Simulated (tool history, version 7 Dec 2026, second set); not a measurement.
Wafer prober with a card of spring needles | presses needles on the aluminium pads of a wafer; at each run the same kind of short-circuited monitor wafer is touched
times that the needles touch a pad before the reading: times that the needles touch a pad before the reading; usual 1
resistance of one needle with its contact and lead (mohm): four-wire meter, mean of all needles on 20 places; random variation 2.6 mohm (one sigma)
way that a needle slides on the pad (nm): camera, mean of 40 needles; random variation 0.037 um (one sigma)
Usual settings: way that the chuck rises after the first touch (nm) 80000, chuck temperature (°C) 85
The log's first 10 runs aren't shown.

run	day	way that the chuck rises after the first touch (nm)	chuck temperature (°C)	times that the needles touch a pad before the reading	resistance of one needle with its contact and lead (mohm)	way that a needle slides on the pad (nm)
# day 3.454: tips cleaned on abrasive film
11	3.525	82000	79	1	321	17690
# day 3.904: tips cleaned on abrasive film
12	3.962	80000	85	1	324	17180
# day 4.325: tips cleaned on abrasive film
13	4.471	80000	31	1	330	17180
# day 4.750: tips cleaned on abrasive film
14	4.946	80000	31	1	330	17130
# day 5.208: tips cleaned on abrasive film
# day 5.375: height of the first contact set anew
15	5.550	80000	85	1	348	17460
# day 5.658: tips cleaned on abrasive film
16	5.854	80000	85	1	347	17510
# day 6.108: tips cleaned on abrasive film
17	6.312	80000	85	1	341	17520
# day 6.529: tips cleaned on abrasive film
18	6.646	80000	85	1	332	17420
# day 6.950: tips cleaned on abrasive film
19	6.983	96000	80	1	311	20910
# day 7.400: tips cleaned on abrasive film
20	7.412	67000	85	2	319	14560
21	7.788	78000	35	2	322	16910
# day 7.833: tips cleaned on abrasive film
22	8.250	78000	35	2	329	16880
# day 8.283: tips cleaned on abrasive film
# day 8.721: tips cleaned on abrasive film
23	8.721	73000	25	2	288	15820
# day 9.167: tips cleaned on abrasive film
24	9.242	80000	72	3	308	17320
# day 9.596: tips cleaned on abrasive film
25	9.683	65000	72	3	323	14000
# day 10.021: tips cleaned on abrasive film
26	10.021	65000	72	3	309	13960
# day 10.467: tips cleaned on abrasive film
27	10.538	84000	25	2	300	18080
# day 10.888: tips cleaned on abrasive film
28	10.888	84000	25	2	287	18080
# day 11.321: tips cleaned on abrasive film
29	11.321	80000	85	1	310	17140
30	11.621	80000	49	2	328	17140
# day 11.779: tips cleaned on abrasive film
31	12.188	84000	60	3	312	18030
# day 12.221: tips cleaned on abrasive film
32	12.462	84000	85	1	356	18000

4 ways to go on from here, each from the tool as it stands after run 32. What would each give?
# day 12.667: tips cleaned on abrasive film
# day 12.888: height of the first contact set anew
A	13.038	94000	51	2	?	?
# day 12.667: tips cleaned on abrasive film
# day 12.888: height of the first contact set anew
B	13.038	84000	31	1	?	?
# day 12.667: tips cleaned on abrasive film
# day 12.888: height of the first contact set anew
C	13.038	95000	88	3	?	?
# day 12.667: tips cleaned on abrasive film
# day 12.888: height of the first contact set anew
D	13.038	85000	117	1	?	?

run	resistance of one needle with its contact and lead (mohm)	way that a needle slides on the pad (nm)
A	319	20550
B	334	18410
C	316	20800
D	358	18680
Without the tool's hidden state the same runs would have given:
run	resistance of one needle with its contact and lead (mohm)	way that a needle slides on the pad (nm)
A	291	20550
B	279	18410
C	300	20800
D	310	18680
